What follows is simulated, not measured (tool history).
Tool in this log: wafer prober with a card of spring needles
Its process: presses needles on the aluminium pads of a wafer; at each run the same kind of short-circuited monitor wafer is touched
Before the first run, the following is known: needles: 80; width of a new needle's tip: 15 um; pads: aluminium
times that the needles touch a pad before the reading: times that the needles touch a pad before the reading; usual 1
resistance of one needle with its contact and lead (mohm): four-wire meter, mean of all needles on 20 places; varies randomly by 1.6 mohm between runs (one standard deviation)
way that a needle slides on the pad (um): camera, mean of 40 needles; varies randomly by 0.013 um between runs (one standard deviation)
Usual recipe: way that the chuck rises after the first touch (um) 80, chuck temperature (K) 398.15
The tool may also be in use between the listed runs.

run,hour,way that the chuck rises after the first touch (um),chuck temperature (K),times that the needles touch a pad before the reading,resistance of one needle with its contact and lead (mohm),way that a needle slides on the pad (um)
1,0,80,398.15,1,160,18.96
# hour 4: tips cleaned on abrasive film
2,21,80,398.15,1,157,18.98
# hour 22.2: tips cleaned on abrasive film
# hour 40: tips cleaned on abrasive film
3,41,80,398.15,1,157,19
4,53.3,73,398.15,1,160,17.37
# hour 59.5: tips cleaned on abrasive film
5,73.3,73,398.15,1,161,17.41
# hour 77.3: tips cleaned on abrasive film
6,83.6,80,398.15,1,160,19.09
# hour 95.2: tips cleaned on abrasive film
7,101.6,80,398.15,1,155,19.12
# hour 108.5: height of the first contact set anew
# hour 114.1: tips cleaned on abrasive film
8,119.6,80,398.15,1,156,19.17
9,131.3,80,398.15,1,160,19.17
# hour 133.5: tips cleaned on abrasive film
10,148.6,80,398.15,1,156,19.18
# hour 152.3: tips cleaned on abrasive film
# hour 169.9: tips cleaned on abrasive film
11,172.1,80,398.15,1,160,19.24
12,184.8,80,398.15,1,158,19.28
# hour 188.2: tips cleaned on abrasive film
13,199.2,80,367.15,1,152,19.31
# hour 206.2: tips cleaned on abrasive film
14,220.6,80,367.15,1,154,19.32
# hour 224.4: tips cleaned on abrasive film
15,238.5,80,367.15,1,154,19.34
# hour 243.3: tips cleaned on abrasive film
16,258.5,80,367.15,1,155,19.38
# hour 261.6: tips cleaned on abrasive film
# hour 279.3: tips cleaned on abrasive film
17,282.4,68,329.15,1,147,16.51
18,295,73,398.15,3,159,17.74
# hour 297.6: tips cleaned on abrasive film
# hour 312.4: gauge calibrated
19,312.4,70,326.15,2,151,16.59
# hour 316.5: tips cleaned on abrasive film
# hour 324: height of the first contact set anew
20,324,77,398.15,3,159,18.24
# hour 335.2: tips cleaned on abrasive film
21,341.3,66,322.15,2,147,15.67
# hour 353.6: tips cleaned on abrasive film
22,363.7,84,337.15,1,147,19.96
# hour 371.6: tips cleaned on abrasive film
23,386,77,338.15,2,152,18.37
# hour 389.2: tips cleaned on abrasive film
24,402,87,381.15,1,153,20.77
# hour 407.3: tips cleaned on abrasive film
25,415.1,91,329.15,1,144,21.75
# hour 425: tips cleaned on abrasive film
26,432.9,65,311.15,2,148,15.56
# hour 443.4: tips cleaned on abrasive film
27,454.8,72,398.15,1,162,17.26
# hour 462.9: tips cleaned on abrasive film
28,469.4,80,391.15,2,158,19.21

Forecast run 29:
# hour 481: tips cleaned on abrasive film
29,485.4,74,398.15,1,?,?

Run 29 yielded resistance of one needle with its contact and lead (mohm) 163, way that a needle slides on the pad (um) 17.8.
On a tool with no hidden condition, and with the same random variation, this run would have come out at resistance of one needle with its contact and lead (mohm) 162, way that a needle slides on the pad (um) 17.53.
